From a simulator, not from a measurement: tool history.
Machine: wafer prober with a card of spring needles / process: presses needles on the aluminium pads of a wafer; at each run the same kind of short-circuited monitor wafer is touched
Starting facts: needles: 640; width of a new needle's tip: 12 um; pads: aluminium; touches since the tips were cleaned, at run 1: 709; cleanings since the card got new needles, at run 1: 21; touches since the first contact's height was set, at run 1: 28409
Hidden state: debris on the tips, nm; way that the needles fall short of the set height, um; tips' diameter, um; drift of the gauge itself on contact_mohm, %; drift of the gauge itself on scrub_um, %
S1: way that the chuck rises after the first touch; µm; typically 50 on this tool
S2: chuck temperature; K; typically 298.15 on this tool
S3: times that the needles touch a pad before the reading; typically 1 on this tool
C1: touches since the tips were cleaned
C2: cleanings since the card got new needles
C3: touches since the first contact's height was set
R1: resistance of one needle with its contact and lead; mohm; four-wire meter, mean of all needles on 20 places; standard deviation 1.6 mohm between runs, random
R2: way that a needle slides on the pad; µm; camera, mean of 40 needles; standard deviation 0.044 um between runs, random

{"run": 1, "hour": 0.0, "S1": 50, "S2": 298.15, "S3": 1, "C1": 709, "C2": 21, "C3": 28409, "R1": 149, "R2": 10.92}
{"run": 2, "hour": 20.0, "S1": 50, "S2": 298.15, "S3": 1, "C1": 6478, "C2": 21, "C3": 34178, "R1": 149, "R2": 10.9}
{"hour": 23.4, "done": "tips cleaned on abrasive film"}
{"run": 3, "hour": 35.3, "S1": 50, "S2": 298.15, "S3": 1, "C1": 3462, "C2": 22, "C3": 38595, "R1": 150, "R2": 11.03}
{"run": 4, "hour": 46.2, "S1": 50, "S2": 298.15, "S3": 1, "C1": 6605, "C2": 22, "C3": 41738, "R1": 148, "R2": 11.0}
{"hour": 49.2, "done": "tips cleaned on abrasive film"}
{"run": 5, "hour": 54.7, "S1": 35, "S2": 298.15, "S3": 1, "C1": 1572, "C2": 23, "C3": 44150, "R1": 156, "R2": 7.69}
{"run": 6, "hour": 67.6, "S1": 35, "S2": 298.15, "S3": 1, "C1": 5324, "C2": 23, "C3": 47902, "R1": 155, "R2": 7.7}
{"hour": 76.0, "done": "tips cleaned on abrasive film"}
{"run": 7, "hour": 84.9, "S1": 34, "S2": 298.15, "S3": 1, "C1": 2558, "C2": 24, "C3": 52849, "R1": 153, "R2": 7.53}
{"run": 8, "hour": 99.8, "S1": 50, "S2": 298.15, "S3": 1, "C1": 6878, "C2": 24, "C3": 57169, "R1": 152, "R2": 10.97}
{"hour": 102.4, "done": "tips cleaned on abrasive film"}
{"run": 9, "hour": 114.9, "S1": 57, "S2": 298.15, "S3": 1, "C1": 3598, "C2": 25, "C3": 61489, "R1": 148, "R2": 12.52}
{"hour": 128.6, "done": "tips cleaned on abrasive film"}
{"run": 10, "hour": 131.0, "S1": 57, "S2": 298.15, "S3": 1, "C1": 709, "C2": 26, "C3": 66129, "R1": 147, "R2": 12.57}
{"run": 11, "hour": 144.2, "S1": 57, "S2": 298.15, "S3": 1, "C1": 4525, "C2": 26, "C3": 69945, "R1": 146, "R2": 12.6}
{"hour": 154.5, "done": "tips cleaned on abrasive film"}
{"run": 12, "hour": 154.5, "S1": 57, "S2": 298.15, "S3": 1, "C1": 0, "C2": 27, "C3": 72902, "R1": 148, "R2": 12.54}
{"run": 13, "hour": 167.8, "S1": 50, "S2": 298.15, "S3": 1, "C1": 3839, "C2": 27, "C3": 76741, "R1": 149, "R2": 11.04}
{"hour": 181.1, "done": "tips cleaned on abrasive film"}
{"run": 14, "hour": 184.7, "S1": 50, "S2": 298.15, "S3": 1, "C1": 1057, "C2": 28, "C3": 81598, "R1": 147, "R2": 11.05}
{"run": 15, "hour": 195.6, "S1": 50, "S2": 298.15, "S3": 1, "C1": 4190, "C2": 28, "C3": 84731, "R1": 148, "R2": 11.1}
{"run": 16, "hour": 206.5, "S1": 50, "S2": 298.15, "S3": 1, "C1": 7340, "C2": 28, "C3": 87881, "R1": 153, "R2": 11.04}
{"hour": 208.2, "done": "tips cleaned on abrasive film"}
{"run": 17, "hour": 215.4, "S1": 50, "S2": 298.15, "S3": 1, "C1": 2065, "C2": 29, "C3": 90427, "R1": 150, "R2": 11.02}
{"run": 18, "hour": 225.1, "S1": 50, "S2": 312.15, "S3": 1, "C1": 4871, "C2": 29, "C3": 93233, "R1": 153, "R2": 11.03}
{"hour": 234.3, "done": "tips cleaned on abrasive film"}
{"run": 19, "hour": 234.3, "S1": 50, "S2": 312.15, "S3": 1, "C1": 0, "C2": 30, "C3": 95859, "R1": 152, "R2": 11.1}
{"run": 20, "hour": 251.1, "S1": 50, "S2": 312.15, "S3": 1, "C1": 4859, "C2": 30, "C3": 100718, "R1": 151, "R2": 11.04}
{"hour": 260.1, "done": "tips cleaned on abrasive film"}
{"run": 21, "hour": 271.0, "S1": 50, "S2": 325.15, "S3": 1, "C1": 3149, "C2": 31, "C3": 106453, "R1": 154, "R2": 11.01}
{"hour": 287.2, "done": "tips cleaned on abrasive film"}
{"run": 22, "hour": 288.9, "S1": 50, "S2": 325.15, "S3": 1, "C1": 502, "C2": 32, "C3": 111591, "R1": 156, "R2": 11.05}
{"run": 23, "hour": 308.4, "S1": 53, "S2": 299.15, "S3": 2, "C1": 6126, "C2": 32, "C3": 117215, "R1": 147, "R2": 11.75}
{"hour": 312.9, "done": "tips cleaned on abrasive film"}
{"run": 24, "hour": 317.5, "S1": 53, "S2": 299.15, "S3": 2, "C1": 1329, "C2": 33, "C3": 119828, "R1": 150, "R2": 11.73}
{"run": 25, "hour": 330.3, "S1": 58, "S2": 343.15, "S3": 2, "C1": 5019, "C2": 33, "C3": 123518, "R1": 154, "R2": 12.86}
{"run": 26, "hour": 338.4, "S1": 53, "S2": 322.15, "S3": 2, "C1": 7377, "C2": 33, "C3": 125876, "R1": 153, "R2": 11.77}
{"hour": 339.4, "done": "tips cleaned on abrasive film"}
{"run": 27, "hour": 348.6, "S1": 46, "S2": 372.15, "S3": 2, "C1": 2643, "C2": 34, "C3": 128779, "R1": 166, "R2": 10.22}
{"run": 28, "hour": 364.1, "S1": 46, "S2": 372.15, "S3": 2, "C1": 7115, "C2": 34, "C3": 133251, "R1": 163, "R2": 10.15}
{"hour": 365.9, "done": "tips cleaned on abrasive film"}
{"run": 29, "hour": 373.7, "S1": 45, "S2": 302.15, "S3": 1, "C1": 2251, "C2": 35, "C3": 136007, "R1": 148, "R2": 10.11}
{"run": 30, "hour": 384.1, "S1": 53, "S2": 302.15, "S3": 3, "C1": 5259, "C2": 35, "C3": 139015, "R1": 149, "R2": 11.94}
{"hour": 391.6, "done": "tips cleaned on abrasive film"}
{"run": 31, "hour": 398.9, "S1": 53, "S2": 302.15, "S3": 3, "C1": 2131, "C2": 36, "C3": 143278, "R1": 151, "R2": 11.77}
{"run": 32, "hour": 412.8, "S1": 42, "S2": 325.15, "S3": 2, "C1": 6134, "C2": 36, "C3": 147281, "R1": 154, "R2": 9.36}
{"hour": 417.3, "done": "tips cleaned on abrasive film"}
{"run": 33, "hour": 421.9, "S1": 42, "S2": 325.15, "S3": 2, "C1": 1326, "C2": 37, "C3": 149892, "R1": 155, "R2": 9.34}
{"run": 34, "hour": 436.4, "S1": 50, "S2": 387.15, "S3": 2, "C1": 5495, "C2": 37, "C3": 154061, "R1": 162, "R2": 11.14}

Below are 3 alternative next runs, each starting from the tool's condition after run 34. Predict each:
{"hour": 443.4, "done": "tips cleaned on abrasive film"}
{"hour": 446.8, "done": "height of the first contact set anew"}
{"run": "A", "hour": 456.3, "S1": 48, "S2": 387.15, "S3": 2, "C1": 3643, "C2": 38, "C3": 2770, "R1": "?", "R2": "?"}
{"hour": 443.4, "done": "tips cleaned on abrasive film"}
{"hour": 446.8, "done": "height of the first contact set anew"}
{"run": "B", "hour": 456.3, "S1": 50, "S2": 314.15, "S3": 2, "C1": 3643, "C2": 38, "C3": 2770, "R1": "?", "R2": "?"}
{"hour": 443.4, "done": "tips cleaned on abrasive film"}
{"hour": 446.8, "done": "height of the first contact set anew"}
{"run": "C", "hour": 456.3, "S1": 50, "S2": 298.15, "S3": 1, "C1": 3643, "C2": 38, "C3": 2770, "R1": "?", "R2": "?"}

run=A R1=166 R2=10.67
run=B R1=157 R2=11.23
run=C R1=148 R2=11.23
With no hidden state in the tool, these same runs would have given:
run=A R1=166 R2=10.45
run=B R1=157 R2=11.00
run=C R1=148 R2=11.00
